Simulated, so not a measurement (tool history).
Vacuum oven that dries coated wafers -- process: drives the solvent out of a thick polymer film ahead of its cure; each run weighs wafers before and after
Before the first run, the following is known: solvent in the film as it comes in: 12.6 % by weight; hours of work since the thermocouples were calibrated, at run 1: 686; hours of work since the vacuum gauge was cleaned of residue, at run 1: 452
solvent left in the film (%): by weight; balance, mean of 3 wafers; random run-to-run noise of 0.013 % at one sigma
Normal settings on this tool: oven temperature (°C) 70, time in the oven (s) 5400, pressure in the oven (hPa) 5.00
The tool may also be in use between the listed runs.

| run | day | oven temperature (°C) | time in the oven (s) | pressure in the oven (hPa) | hours of work since the thermocouples were calibrated | hours of work since the vacuum gauge was cleaned of residue | solvent left in the film (%) |
|---|---|---|---|---|---|---|---|
| 1 | 0.000 | 70 | 5400 | 5.00 | 686 | 452 | 2.32 |
| 2 | 1.438 | 70 | 5640 | 5.00 | 708 | 475 | 2.16 |
| 3 | 3.312 | 70 | 5640 | 5.00 | 737 | 504 | 2.15 |
| 4 | 4.729 | 70 | 5400 | 5.00 | 759 | 526 | 2.31 |
| 5 | 6.596 | 70 | 5400 | 5.00 | 788 | 555 | 2.29 |
| 6 | 8.179 | 76 | 5400 | 5.00 | 813 | 579 | 0.93 |
| 7 | 9.296 | 58 | 5400 | 5.00 | 830 | 597 | 6.05 |
| 8 | 10.888 | 58 | 5400 | 5.00 | 855 | 621 | 6.03 |
| 9 | 12.212 | 58 | 5400 | 5.00 | 875 | 642 | 6.05 |
| 10 | 13.662 | 70 | 8220 | 5.00 | 898 | 664 | 1.13 |
| 11 | 15.196 | 58 | 8220 | 5.00 | 922 | 688 | 4.57 |
|  | 17.038 | oven's thermocouples calibrated |
| 12 | 17.062 | 58 | 8220 | 5.00 | 0 | 716 | 4.91 |
| 13 | 17.954 | 78 | 3480 | 5.00 | 14 | 730 | 1.82 |
| 14 | 19.267 | 78 | 3480 | 5.00 | 35 | 750 | 1.81 |
| 15 | 20.767 | 78 | 3480 | 5.00 | 58 | 773 | 1.79 |
| 16 | 21.825 | 70 | 5400 | 7.03 | 74 | 790 | 2.63 |
| 17 | 23.650 | 55 | 4200 | 5.80 | 103 | 818 | 7.87 |
| 18 | 25.146 | 74 | 5700 | 2.84 | 126 | 841 | 1.33 |
| 19 | 25.912 | 77 | 5700 | 11.12 | 138 | 853 | 0.96 |

Predict each of these 4 candidate next runs independently; none follows another, all start after run 19:
| A | 27.504 | 70 | 5400 | 5.31 | 162 | 878 | ? |
| B | 27.504 | 82 | 5400 | 13.56 | 162 | 878 | ? |
| C | 27.504 | 72 | 5700 | 11.12 | 162 | 878 | ? |
| D | 27.504 | 77 | 6120 | 14.34 | 162 | 878 | ? |

| run | solvent left in the film (%) |
|---|---|
| A | 2.57 |
| B | 0.51 |
| C | 1.99 |
| D | 0.92 |
The same runs, with their run-to-run variation unchanged, on a tool lacking any hidden condition would have given:
| run | solvent left in the film (%) |
|---|---|
| A | 2.46 |
| B | 0.43 |
| C | 1.88 |
| D | 0.83 |
